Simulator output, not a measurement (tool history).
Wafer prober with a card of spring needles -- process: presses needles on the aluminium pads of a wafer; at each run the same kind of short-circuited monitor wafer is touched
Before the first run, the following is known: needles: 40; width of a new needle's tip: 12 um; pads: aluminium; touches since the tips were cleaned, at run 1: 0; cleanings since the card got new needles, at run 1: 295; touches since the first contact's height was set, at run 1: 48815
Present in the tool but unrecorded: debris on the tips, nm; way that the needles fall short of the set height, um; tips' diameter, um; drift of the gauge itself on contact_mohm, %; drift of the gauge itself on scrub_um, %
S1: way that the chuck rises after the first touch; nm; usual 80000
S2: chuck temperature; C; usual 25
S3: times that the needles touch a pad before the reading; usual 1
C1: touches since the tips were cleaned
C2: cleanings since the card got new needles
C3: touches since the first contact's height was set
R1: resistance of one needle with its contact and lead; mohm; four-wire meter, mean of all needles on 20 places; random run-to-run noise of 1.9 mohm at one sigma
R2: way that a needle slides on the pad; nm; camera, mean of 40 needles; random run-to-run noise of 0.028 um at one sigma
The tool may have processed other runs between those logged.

run	hour	S1	S2	S3	C1	C2	C3	R1	R2
1	0.0	80000	25	1	0	295	48815	193	14470
# hour 6.3: tips cleaned on abrasive film
# hour 11.3: tips cleaned on abrasive film
# hour 17.5: tips cleaned on abrasive film
# hour 22.6: tips cleaned on abrasive film
# hour 28.8: tips cleaned on abrasive film
# hour 33.8: tips cleaned on abrasive film
2	34.5	80000	25	1	331	301	65639	197	14460
# hour 39.5: tips cleaned on abrasive film
# hour 44.5: tips cleaned on abrasive film
# hour 50.8: tips cleaned on abrasive film
# hour 57.1: tips cleaned on abrasive film
# hour 63.3: tips cleaned on abrasive film
# hour 69.6: tips cleaned on abrasive film
# hour 75.8: tips cleaned on abrasive film
# hour 80.8: tips cleaned on abrasive film
# hour 85.9: tips cleaned on abrasive film
# hour 92.1: tips cleaned on abrasive film
# hour 98.4: tips cleaned on abrasive film
3	99.3	80000	25	1	470	312	97264	195	14500
# hour 104.3: tips cleaned on abrasive film
# hour 110.6: tips cleaned on abrasive film
# hour 116.8: tips cleaned on abrasive film
# hour 123.1: tips cleaned on abrasive film
# hour 128.1: tips cleaned on abrasive film
# hour 134.4: tips cleaned on abrasive film
# hour 140.6: tips cleaned on abrasive film
4	141.1	80000	25	1	210	319	117634	196	14500
# hour 146.1: tips cleaned on abrasive film
# hour 152.3: tips cleaned on abrasive film
# hour 157.4: tips cleaned on abrasive film
# hour 162.4: tips cleaned on abrasive film
# hour 167.4: tips cleaned on abrasive film
# hour 173.7: tips cleaned on abrasive film
# hour 178.7: tips cleaned on abrasive film
# hour 184.6: tips cleaned on abrasive film
5	184.6	75000	25	1	0	327	138854	197	13660
# hour 190.9: tips cleaned on abrasive film
# hour 197.1: tips cleaned on abrasive film
# hour 202.1: tips cleaned on abrasive film
# hour 208.4: tips cleaned on abrasive film
# hour 213.4: tips cleaned on abrasive film
# hour 219.7: tips cleaned on abrasive film
# hour 225.9: tips cleaned on abrasive film
# hour 232.2: tips cleaned on abrasive film
# hour 237.2: tips cleaned on abrasive film
# hour 243.5: tips cleaned on abrasive film
# hour 248.5: tips cleaned on abrasive film
# hour 254.7: tips cleaned on abrasive film
# hour 259.8: tips cleaned on abrasive film
6	260.1	75000	25	1	186	340	175694	194	13590
# hour 265.2: tips cleaned on abrasive film
# hour 270.2: tips cleaned on abrasive film
# hour 276.4: tips cleaned on abrasive film
# hour 281.5: tips cleaned on abrasive film
# hour 287.7: tips cleaned on abrasive film
# hour 299.7: card fitted with new needles
# hour 304.7: tips cleaned on abrasive film
# hour 309.8: tips cleaned on abrasive film
# hour 316.0: tips cleaned on abrasive film
# hour 321.0: tips cleaned on abrasive film
# hour 326.1: tips cleaned on abrasive film
# hour 332.3: tips cleaned on abrasive film
# hour 337.3: tips cleaned on abrasive film
# hour 343.6: tips cleaned on abrasive film
7	347.6	75000	25	1	1992	8	23374	199	13670
# hour 348.9: tips cleaned on abrasive film
# hour 355.2: tips cleaned on abrasive film
# hour 360.2: tips cleaned on abrasive film
# hour 366.5: tips cleaned on abrasive film
# hour 372.7: tips cleaned on abrasive film
# hour 379.0: tips cleaned on abrasive film
# hour 384.0: tips cleaned on abrasive film
# hour 390.3: tips cleaned on abrasive film
# hour 396.5: tips cleaned on abrasive film
# hour 402.8: tips cleaned on abrasive film
# hour 407.8: tips cleaned on abrasive film
# hour 414.0: tips cleaned on abrasive film
# hour 420.3: tips cleaned on abrasive film
# hour 425.3: tips cleaned on abrasive film
8	426.8	75000	25	1	715	22	61965	199	13690
# hour 430.5: tips cleaned on abrasive film
# hour 436.8: tips cleaned on abrasive film
# hour 443.1: tips cleaned on abrasive film
# hour 449.3: tips cleaned on abrasive film
# hour 454.3: tips cleaned on abrasive film
# hour 460.6: tips cleaned on abrasive film
# hour 466.8: tips cleaned on abrasive film
# hour 471.9: tips cleaned on abrasive film
# hour 478.1: tips cleaned on abrasive film
# hour 484.4: tips cleaned on abrasive film
# hour 490.6: tips cleaned on abrasive film
# hour 496.9: tips cleaned on abrasive film
9	499.6	95000	25	3	1327	34	97499	195	17370
# hour 502.1: tips cleaned on abrasive film
# hour 508.4: tips cleaned on abrasive film
# hour 514.6: tips cleaned on abrasive film
# hour 519.6: tips cleaned on abrasive film
# hour 525.9: tips cleaned on abrasive film
# hour 532.2: tips cleaned on abrasive film
# hour 538.4: tips cleaned on abrasive film
10	541.6	80000	98	3	1566	41	117999	213	14630
# hour 544.1: tips cleaned on abrasive film
# hour 550.4: tips cleaned on abrasive film
# hour 555.4: tips cleaned on abrasive film
# hour 560.4: tips cleaned on abrasive film
# hour 565.4: tips cleaned on abrasive film
# hour 571.7: tips cleaned on abrasive film
# hour 576.7: tips cleaned on abrasive film
# hour 583.0: tips cleaned on abrasive film
# hour 589.2: tips cleaned on abrasive film
# hour 595.5: tips cleaned on abrasive film
# hour 601.7: tips cleaned on abrasive film
# hour 608.0: tips cleaned on abrasive film
# hour 614.2: tips cleaned on abrasive film
11	614.6	74000	25	1	170	54	153601	196	13540
# hour 619.6: tips cleaned on abrasive film
# hour 624.6: tips cleaned on abrasive film
# hour 630.9: tips cleaned on abrasive film
# hour 637.1: tips cleaned on abrasive film
# hour 643.4: tips cleaned on abrasive film
# hour 649.7: tips cleaned on abrasive film
# hour 654.7: tips cleaned on abrasive film
# hour 660.9: tips cleaned on abrasive film
# hour 667.2: tips cleaned on abrasive film
# hour 672.2: tips cleaned on abrasive film
# hour 678.5: tips cleaned on abrasive film
# hour 683.5: tips cleaned on abrasive film
# hour 689.7: tips cleaned on abrasive film
12	693.2	82000	102	2	1692	67	191947	210	15060
# hour 695.7: tips cleaned on abrasive film
# hour 702.0: tips cleaned on abrasive film
# hour 702.3: height of the first contact set anew
# hour 708.5: tips cleaned on abrasive film
# hour 713.5: tips cleaned on abrasive film
# hour 719.8: tips cleaned on abrasive film
# hour 724.8: tips cleaned on abrasive film
# hour 731.1: tips cleaned on abrasive film
# hour 737.3: tips cleaned on abrasive film
# hour 743.4: tips cleaned on abrasive film
13	743.4	82000	102	2	0	76	20046	216	15040
# hour 749.6: tips cleaned on abrasive film
# hour 754.6: tips cleaned on abrasive film
# hour 759.7: tips cleaned on abrasive film
# hour 765.9: tips cleaned on abrasive film
# hour 772.2: tips cleaned on abrasive film
# hour 778.4: tips cleaned on abrasive film
# hour 784.7: tips cleaned on abrasive film
14	786.4	86000	25	2	867	83	41072	192	15820
# hour 790.2: tips cleaned on abrasive film
# hour 795.2: tips cleaned on abrasive film
# hour 800.3: tips cleaned on abrasive film
# hour 806.5: tips cleaned on abrasive film
# hour 812.8: tips cleaned on abrasive film
# hour 819.0: tips cleaned on abrasive film
# hour 825.3: tips cleaned on abrasive film
# hour 830.3: tips cleaned on abrasive film
# hour 836.6: tips cleaned on abrasive film
# hour 841.6: tips cleaned on abrasive film
# hour 847.8: tips cleaned on abrasive film
15	849.7	79000	110	2	918	94	71925	215	14560
# hour 853.5: tips cleaned on abrasive film
# hour 858.5: tips cleaned on abrasive film
# hour 863.5: tips cleaned on abrasive film
# hour 869.8: tips cleaned on abrasive film
# hour 874.8: tips cleaned on abrasive film
# hour 881.1: tips cleaned on abrasive film
# hour 887.3: tips cleaned on abrasive film
# hour 892.3: tips cleaned on abrasive film
# hour 898.6: tips cleaned on abrasive film
# hour 903.6: tips cleaned on abrasive film
# hour 909.9: tips cleaned on abrasive film
# hour 914.9: tips cleaned on abrasive film
# hour 921.1: tips cleaned on abrasive film
16	924.6	96000	65	1	1717	107	108463	206	17680

Predict each of these 4 candidate next runs independently; none follows another, all start after run 16:
# hour 927.2: tips cleaned on abrasive film
# hour 932.2: tips cleaned on abrasive film
# hour 937.2: tips cleaned on abrasive film
# hour 943.5: tips cleaned on abrasive film
# hour 949.7: tips cleaned on abrasive film
# hour 956.0: tips cleaned on abrasive film
# hour 961.0: tips cleaned on abrasive film
# hour 967.2: tips cleaned on abrasive film
# hour 972.3: tips cleaned on abrasive film
# hour 978.5: tips cleaned on abrasive film
# hour 984.8: tips cleaned on abrasive film
# hour 991.0: tips cleaned on abrasive film
# hour 997.3: tips cleaned on abrasive film
A	1000.8	94000	71	1	1751	120	145646	?	?
# hour 927.2: tips cleaned on abrasive film
# hour 932.2: tips cleaned on abrasive film
# hour 937.2: tips cleaned on abrasive film
# hour 943.5: tips cleaned on abrasive film
# hour 949.7: tips cleaned on abrasive film
# hour 956.0: tips cleaned on abrasive film
# hour 961.0: tips cleaned on abrasive film
# hour 967.2: tips cleaned on abrasive film
# hour 972.3: tips cleaned on abrasive film
# hour 978.5: tips cleaned on abrasive film
# hour 984.8: tips cleaned on abrasive film
# hour 991.0: tips cleaned on abrasive film
# hour 997.3: tips cleaned on abrasive film
B	1000.8	69000	47	2	1751	120	145646	?	?
# hour 927.2: tips cleaned on abrasive film
# hour 932.2: tips cleaned on abrasive film
# hour 937.2: tips cleaned on abrasive film
# hour 943.5: tips cleaned on abrasive film
# hour 949.7: tips cleaned on abrasive film
# hour 956.0: tips cleaned on abrasive film
# hour 961.0: tips cleaned on abrasive film
# hour 967.2: tips cleaned on abrasive film
# hour 972.3: tips cleaned on abrasive film
# hour 978.5: tips cleaned on abrasive film
# hour 984.8: tips cleaned on abrasive film
# hour 991.0: tips cleaned on abrasive film
# hour 997.3: tips cleaned on abrasive film
C	1000.8	94000	69	2	1751	120	145646	?	?
# hour 927.2: tips cleaned on abrasive film
# hour 932.2: tips cleaned on abrasive film
# hour 937.2: tips cleaned on abrasive film
# hour 943.5: tips cleaned on abrasive film
# hour 949.7: tips cleaned on abrasive film
# hour 956.0: tips cleaned on abrasive film
# hour 961.0: tips cleaned on abrasive film
# hour 967.2: tips cleaned on abrasive film
# hour 972.3: tips cleaned on abrasive film
# hour 978.5: tips cleaned on abrasive film
# hour 984.8: tips cleaned on abrasive film
# hour 991.0: tips cleaned on abrasive film
# hour 997.3: tips cleaned on abrasive film
D	1000.8	71000	25	1	1751	120	145646	?	?

run	R1	R2
A	207	17330
B	203	12720
C	206	17340
D	197	13110
Had the tool no hidden state, the same runs would have come out as:
run	R1	R2
A	207	16990
B	203	12480
C	205	17000
D	196	12850
